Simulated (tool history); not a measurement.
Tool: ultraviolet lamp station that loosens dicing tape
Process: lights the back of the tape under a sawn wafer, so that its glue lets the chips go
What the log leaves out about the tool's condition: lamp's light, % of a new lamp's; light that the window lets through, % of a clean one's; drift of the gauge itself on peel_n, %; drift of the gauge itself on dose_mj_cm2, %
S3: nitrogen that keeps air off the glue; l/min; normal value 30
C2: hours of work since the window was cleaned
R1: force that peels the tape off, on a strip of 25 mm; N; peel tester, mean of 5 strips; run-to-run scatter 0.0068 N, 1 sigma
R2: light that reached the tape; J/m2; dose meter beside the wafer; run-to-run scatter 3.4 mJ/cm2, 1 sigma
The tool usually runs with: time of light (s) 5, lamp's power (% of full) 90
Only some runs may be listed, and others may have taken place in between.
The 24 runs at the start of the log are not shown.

{"run": 25, "hour": 391.6, "time of light (s)": 6, "lamp's power (% of full)": 90, "S3": 56, "hours of work of the lamp": 675, "C2": 24, "R1": 0.204, "R2": 6530}
{"run": 26, "hour": 402.6, "time of light (s)": 4, "lamp's power (% of full)": 75, "S3": 41, "hours of work of the lamp": 682, "C2": 30, "R1": 0.297, "R2": 3630}
{"run": 27, "hour": 414.8, "time of light (s)": 6, "lamp's power (% of full)": 90, "S3": 16, "hours of work of the lamp": 690, "C2": 38, "R1": 0.231, "R2": 6590}
{"run": 28, "hour": 436.5, "time of light (s)": 5, "lamp's power (% of full)": 90, "S3": 38, "hours of work of the lamp": 703, "C2": 52, "R1": 0.222, "R2": 5460}
{"run": 29, "hour": 447.2, "time of light (s)": 5, "lamp's power (% of full)": 75, "S3": 40, "hours of work of the lamp": 710, "C2": 58, "R1": 0.249, "R2": 4560}
{"run": 30, "hour": 465.2, "time of light (s)": 5, "lamp's power (% of full)": 61, "S3": 30, "hours of work of the lamp": 721, "C2": 69, "R1": 0.341, "R2": 3680}
{"run": 31, "hour": 479.6, "time of light (s)": 5, "lamp's power (% of full)": 67, "S3": 18, "hours of work of the lamp": 730, "C2": 78, "R1": 0.36, "R2": 4060}
{"run": 32, "hour": 488.6, "time of light (s)": 4, "lamp's power (% of full)": 75, "S3": 31, "hours of work of the lamp": 736, "C2": 84, "R1": 0.339, "R2": 3630}
{"run": 33, "hour": 499.8, "time of light (s)": 4, "lamp's power (% of full)": 75, "S3": 31, "hours of work of the lamp": 743, "C2": 91, "R1": 0.345, "R2": 3620}
{"run": 34, "hour": 510.2, "time of light (s)": 2, "lamp's power (% of full)": 90, "S3": 30, "hours of work of the lamp": 749, "C2": 97, "R1": 0.669, "R2": 2180}
{"run": 35, "hour": 527.7, "time of light (s)": 2, "lamp's power (% of full)": 90, "S3": 30, "hours of work of the lamp": 760, "C2": 108, "R1": 0.684, "R2": 2150}
{"run": 36, "hour": 543.2, "time of light (s)": 5, "lamp's power (% of full)": 60, "S3": 15, "hours of work of the lamp": 770, "C2": 118, "R1": 0.497, "R2": 3570}
{"run": 37, "hour": 564.4, "time of light (s)": 5, "lamp's power (% of full)": 60, "S3": 15, "hours of work of the lamp": 783, "C2": 131, "R1": 0.468, "R2": 3590}
{"run": 38, "hour": 573.6, "time of light (s)": 5, "lamp's power (% of full)": 82, "S3": 30, "hours of work of the lamp": 789, "C2": 137, "R1": 0.244, "R2": 5010}
{"run": 39, "hour": 587.1, "time of light (s)": 10, "lamp's power (% of full)": 63, "S3": 30, "hours of work of the lamp": 797, "C2": 145, "R1": 0.207, "R2": 7630}
{"run": 40, "hour": 601.7, "time of light (s)": 10, "lamp's power (% of full)": 63, "S3": 30, "hours of work of the lamp": 806, "C2": 155, "R1": 0.214, "R2": 7680}
{"run": 41, "hour": 612.6, "time of light (s)": 5, "lamp's power (% of full)": 85, "S3": 24, "hours of work of the lamp": 813, "C2": 161, "R1": 0.257, "R2": 5140}
{"run": 42, "hour": 626.7, "time of light (s)": 4, "lamp's power (% of full)": 68, "S3": 11, "hours of work of the lamp": 822, "C2": 170, "R1": 0.646, "R2": 3280}
{"run": 43, "hour": 639.7, "time of light (s)": 6, "lamp's power (% of full)": 78, "S3": 30, "hours of work of the lamp": 830, "C2": 178, "R1": 0.23, "R2": 5660}
{"run": 44, "hour": 661.8, "time of light (s)": 6, "lamp's power (% of full)": 64, "S3": 58, "hours of work of the lamp": 844, "C2": 192, "R1": 0.224, "R2": 4640}

Forecast each of these 3 alternatives for the next run:
{"run": "A", "hour": 679.5, "time of light (s)": 5, "lamp's power (% of full)": 90, "S3": 15, "hours of work of the lamp": 855, "C2": 203, "R1": "?", "R2": "?"}
{"run": "B", "hour": 679.5, "time of light (s)": 3, "lamp's power (% of full)": 64, "S3": 16, "hours of work of the lamp": 855, "C2": 203, "R1": "?", "R2": "?"}
{"run": "C", "hour": 679.5, "time of light (s)": 8, "lamp's power (% of full)": 64, "S3": 15, "hours of work of the lamp": 855, "C2": 203, "R1": "?", "R2": "?"}

run=A R1=0.286 R2=5440
run=B R1=0.865 R2=2300
run=C R1=0.247 R2=6200
Take away the tool's hidden state, keep each run's random variation, and the runs would have read:
run=A R1=0.285 R2=5460
run=B R1=0.862 R2=2310
run=C R1=0.247 R2=6220

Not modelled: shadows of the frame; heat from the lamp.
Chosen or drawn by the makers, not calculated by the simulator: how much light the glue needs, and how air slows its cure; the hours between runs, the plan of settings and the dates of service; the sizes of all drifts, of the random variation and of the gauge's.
